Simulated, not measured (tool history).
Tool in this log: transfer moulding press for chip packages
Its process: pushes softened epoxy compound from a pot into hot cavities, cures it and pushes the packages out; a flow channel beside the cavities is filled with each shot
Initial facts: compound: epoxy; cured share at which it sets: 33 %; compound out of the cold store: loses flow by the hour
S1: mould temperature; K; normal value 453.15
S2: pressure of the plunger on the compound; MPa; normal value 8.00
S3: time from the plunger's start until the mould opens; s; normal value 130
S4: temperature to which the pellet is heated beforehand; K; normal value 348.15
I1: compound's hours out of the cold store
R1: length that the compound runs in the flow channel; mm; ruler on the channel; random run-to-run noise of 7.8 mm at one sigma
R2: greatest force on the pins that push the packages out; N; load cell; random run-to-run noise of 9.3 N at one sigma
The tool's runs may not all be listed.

{"run": 1, "hour": 0.0, "S1": 453.15, "S2": 8.0, "S3": 130, "S4": 348.15, "I1": 11.1, "R1": 893, "R2": 698}
{"hour": 14.7, "done": "cavities cleaned with cleaning compound and waxed"}
{"run": 2, "hour": 34.6, "S1": 453.15, "S2": 8.0, "S3": 130, "S4": 348.15, "I1": 39.3, "R1": 767, "R2": 556}
{"hour": 64.1, "done": "plunger's sealing rings changed"}
{"run": 3, "hour": 81.2, "S1": 453.15, "S2": 8.87, "S3": 130, "S4": 348.15, "I1": 8.9, "R1": 1020, "R2": 763}
{"hour": 87.1, "done": "cavities cleaned with cleaning compound and waxed"}
{"run": 4, "hour": 126.7, "S1": 453.15, "S2": 8.0, "S3": 130, "S4": 348.15, "I1": 14.9, "R1": 932, "R2": 684}
{"hour": 154.5, "done": "cavities cleaned with cleaning compound and waxed"}
{"run": 5, "hour": 162.7, "S1": 453.15, "S2": 8.0, "S3": 130, "S4": 348.15, "I1": 16.7, "R1": 916, "R2": 491}
{"run": 6, "hour": 198.4, "S1": 453.15, "S2": 8.0, "S3": 130, "S4": 348.15, "I1": 19.5, "R1": 907, "R2": 677}
{"hour": 224.2, "done": "cavities cleaned with cleaning compound and waxed"}
{"run": 7, "hour": 249.7, "S1": 453.15, "S2": 8.0, "S3": 130, "S4": 348.15, "I1": 19.5, "R1": 889, "R2": 565}
{"hour": 294.7, "done": "cavities cleaned with cleaning compound and waxed"}
{"run": 8, "hour": 302.5, "S1": 453.15, "S2": 8.0, "S3": 130, "S4": 348.15, "I1": 47.0, "R1": 789, "R2": 482}
{"run": 9, "hour": 344.6, "S1": 453.15, "S2": 8.0, "S3": 130, "S4": 348.15, "I1": 23.0, "R1": 880, "R2": 719}
{"hour": 365.8, "done": "cavities cleaned with cleaning compound and waxed"}
{"run": 10, "hour": 397.0, "S1": 455.15, "S2": 8.0, "S3": 130, "S4": 348.15, "I1": 34.0, "R1": 825, "R2": 550}
{"hour": 433.2, "done": "cavities cleaned with cleaning compound and waxed"}
{"run": 11, "hour": 459.8, "S1": 448.15, "S2": 8.0, "S3": 130, "S4": 343.15, "I1": 37.3, "R1": 838, "R2": 712}
{"hour": 500.8, "done": "cavities cleaned with cleaning compound and waxed"}
{"run": 12, "hour": 505.8, "S1": 453.15, "S2": 7.2, "S3": 146, "S4": 347.15, "I1": 11.7, "R1": 879, "R2": 451}
{"run": 13, "hour": 537.2, "S1": 453.15, "S2": 8.3, "S3": 134, "S4": 353.15, "I1": 11.5, "R1": 932, "R2": 650}
{"hour": 570.0, "done": "cavities cleaned with cleaning compound and waxed"}
{"run": 14, "hour": 598.9, "S1": 450.15, "S2": 8.0, "S3": 130, "S4": 348.15, "I1": 11.6, "R1": 923, "R2": 680}
{"hour": 640.4, "done": "cavities cleaned with cleaning compound and waxed"}
{"run": 15, "hour": 675.9, "S1": 453.15, "S2": 9.74, "S3": 130, "S4": 354.15, "I1": 24.5, "R1": 945, "R2": 640}
{"hour": 710.7, "done": "cavities cleaned with cleaning compound and waxed"}
{"run": 16, "hour": 738.0, "S1": 453.15, "S2": 9.74, "S3": 130, "S4": 354.15, "I1": 46.9, "R1": 847, "R2": 574}
{"run": 17, "hour": 775.5, "S1": 453.15, "S2": 6.97, "S3": 150, "S4": 354.15, "I1": 37.0, "R1": 738, "R2": 619}
{"hour": 783.6, "done": "cavities cleaned with cleaning compound and waxed"}
{"run": 18, "hour": 833.9, "S1": 453.15, "S2": 6.97, "S3": 156, "S4": 354.15, "I1": 23.6, "R1": 799, "R2": 613}
{"hour": 853.6, "done": "cavities cleaned with cleaning compound and waxed"}
{"run": 19, "hour": 870.5, "S1": 459.15, "S2": 6.66, "S3": 137, "S4": 354.15, "I1": 18.1, "R1": 779, "R2": 465}

5 ways to go on from here, each from the tool as it stands after run 19. What would each give?
{"hour": 923.4, "done": "cavities cleaned with cleaning compound and waxed"}
{"run": "A", "hour": 947.5, "S1": 453.15, "S2": 9.32, "S3": 130, "S4": 348.15, "I1": 39.8, "R1": "?", "R2": "?"}
{"hour": 923.4, "done": "cavities cleaned with cleaning compound and waxed"}
{"run": "B", "hour": 947.5, "S1": 451.15, "S2": 9.73, "S3": 137, "S4": 354.15, "I1": 18.9, "R1": "?", "R2": "?"}
{"hour": 923.4, "done": "cavities cleaned with cleaning compound and waxed"}
{"run": "C", "hour": 947.5, "S1": 459.15, "S2": 6.66, "S3": 137, "S4": 344.15, "I1": 42.0, "R1": "?", "R2": "?"}
{"hour": 923.4, "done": "cavities cleaned with cleaning compound and waxed"}
{"run": "D", "hour": 947.5, "S1": 450.15, "S2": 8.47, "S3": 137, "S4": 354.15, "I1": 42.3, "R1": "?", "R2": "?"}
{"hour": 923.4, "done": "cavities cleaned with cleaning compound and waxed"}
{"run": "E", "hour": 947.5, "S1": 453.15, "S2": 8.62, "S3": 131, "S4": 343.15, "I1": 9.7, "R1": "?", "R2": "?"}

run=A R1=859 R2=571
run=B R1=973 R2=603
run=C R1=687 R2=505
run=D R1=805 R2=597
run=E R1=932 R2=594
The same runs, with their run-to-run variation unchanged, on a tool lacking any hidden condition would have given:
run=A R1=908 R2=406
run=B R1=1028 R2=425
run=C R1=726 R2=367
run=D R1=851 R2=421
run=E R1=985 R2=419
